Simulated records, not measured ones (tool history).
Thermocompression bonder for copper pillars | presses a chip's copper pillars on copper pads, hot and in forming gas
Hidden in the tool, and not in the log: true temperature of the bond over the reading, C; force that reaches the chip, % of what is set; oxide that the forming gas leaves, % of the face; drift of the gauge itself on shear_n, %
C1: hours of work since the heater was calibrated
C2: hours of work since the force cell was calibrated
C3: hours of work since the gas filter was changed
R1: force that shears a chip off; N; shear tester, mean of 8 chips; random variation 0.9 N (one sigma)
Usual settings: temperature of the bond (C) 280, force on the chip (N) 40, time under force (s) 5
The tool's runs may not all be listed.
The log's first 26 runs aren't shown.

Run 27, hour 611.1: usual settings but temperature of the bond (C) 278, force on the chip (N) 41, time under force (s) 9; C1 163; C2 867; C3 333. Result: R1 82.7 N.
Run 28, hour 636.4: usual settings but temperature of the bond (C) 278, force on the chip (N) 41, time under force (s) 14; C1 176; C2 880; C3 346. Result: R1 87.1 N.
Run 29, hour 664.4: usual settings but temperature of the bond (C) 278, force on the chip (N) 41, time under force (s) 14; C1 191; C2 895; C3 360. Result: R1 88.8 N.
Run 30, hour 689.8: usual settings but temperature of the bond (C) 302, time under force (s) 4; C1 204; C2 908; C3 373. Result: R1 81.6 N.
At hour 716.4: forming gas filter changed.
Run 31, hour 720.1: usual settings but temperature of the bond (C) 302, time under force (s) 4; C1 220; C2 923; C3 2. Result: R1 87.1 N.
Run 32, hour 747: usual settings but temperature of the bond (C) 302, time under force (s) 4; C1 233; C2 937; C3 16. Result: R1 88.4 N.
Run 33, hour 765.2: usual settings but temperature of the bond (C) 302, time under force (s) 4; C1 243; C2 947; C3 25. Result: R1 87.1 N.
Run 34, hour 784.5: usual settings but temperature of the bond (C) 278, force on the chip (N) 28; C1 253; C2 957; C3 35. Result: R1 58.9 N.
Run 35, hour 806.3: usual settings but force on the chip (N) 59; C1 264; C2 968; C3 47. Result: R1 82.8 N.
Run 36, hour 834.9: usual settings but time under force (s) 7; C1 279; C2 983; C3 61. Result: R1 79.4 N.
Run 37, hour 868.4: usual settings but temperature of the bond (C) 284, force on the chip (N) 42, time under force (s) 10; C1 296; C2 1000; C3 79. Result: R1 91.6 N.
Run 38, hour 883.9: usual settings but temperature of the bond (C) 284, force on the chip (N) 42, time under force (s) 10; C1 304; C2 1008; C3 87. Result: R1 92.8 N.
Run 39, hour 900.5: usual settings but temperature of the bond (C) 284, force on the chip (N) 42, time under force (s) 10; C1 313; C2 1017; C3 95. Result: R1 90 N.
Run 40, hour 926.5: usual settings but temperature of the bond (C) 290, force on the chip (N) 51, time under force (s) 10; C1 326; C2 1030; C3 109. Result: R1 102.1 N.

3 ways to go on from here, each from the tool as it stands after run 40. What would each give?
Run A, hour 956.8: usual settings but temperature of the bond (C) 267; C1 342; C2 1046; C3 124. Result: R1 ?.
Run B, hour 956.8: usual settings but temperature of the bond (C) 262, force on the chip (N) 28, time under force (s) 4; C1 342; C2 1046; C3 124. Result: R1 ?.
Run C, hour 956.8: usual settings but temperature of the bond (C) 267, force on the chip (N) 39, time under force (s) 8; C1 342; C2 1046; C3 124. Result: R1 ?.

run    R1
  A  56.9
  B  38.8
  C  66.7
Without the tool's hidden state the same runs would have given:
run    R1
  A  62.1
  B  42.9
  C  72.5
